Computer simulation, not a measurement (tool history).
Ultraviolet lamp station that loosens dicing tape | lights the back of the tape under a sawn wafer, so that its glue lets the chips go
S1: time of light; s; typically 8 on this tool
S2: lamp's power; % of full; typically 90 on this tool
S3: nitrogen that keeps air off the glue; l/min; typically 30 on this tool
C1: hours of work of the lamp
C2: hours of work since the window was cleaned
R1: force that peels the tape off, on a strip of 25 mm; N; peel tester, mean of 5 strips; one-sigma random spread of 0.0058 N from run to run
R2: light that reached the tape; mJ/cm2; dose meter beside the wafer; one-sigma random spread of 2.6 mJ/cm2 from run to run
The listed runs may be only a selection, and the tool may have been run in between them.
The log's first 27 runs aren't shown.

run,hour,S1,S2,S3,C1,C2,R1,R2
28,647.5,8,60,45,202,261,0.306,211
29,674.5,8,60,45,223,282,0.306,214
30,695.0,13,90,16,239,298,0.102,517
31,731.2,13,90,24,267,326,0.105,520
32,762.5,13,90,24,291,350,0.102,517
33,791.9,12,85,22,314,373,0.115,450
34,819.0,10,63,30,335,394,0.196,279
35,845.2,10,79,30,355,414,0.128,350
36,871.7,10,94,13,376,435,0.138,419
37,893.3,12,94,13,393,452,0.116,499
38,923.9,6,67,23,416,475,0.705,177

Estimate the outcome of run 39 from the log above:
39,949.1,6,67,23,436,495,?,?

For run 39 the tool returned R1 0.701 N, R2 178 mJ/cm2.
With the hidden condition absent and the run-to-run variation left alone, this run would have shown R1 0.699 N, R2 178 mJ/cm2.
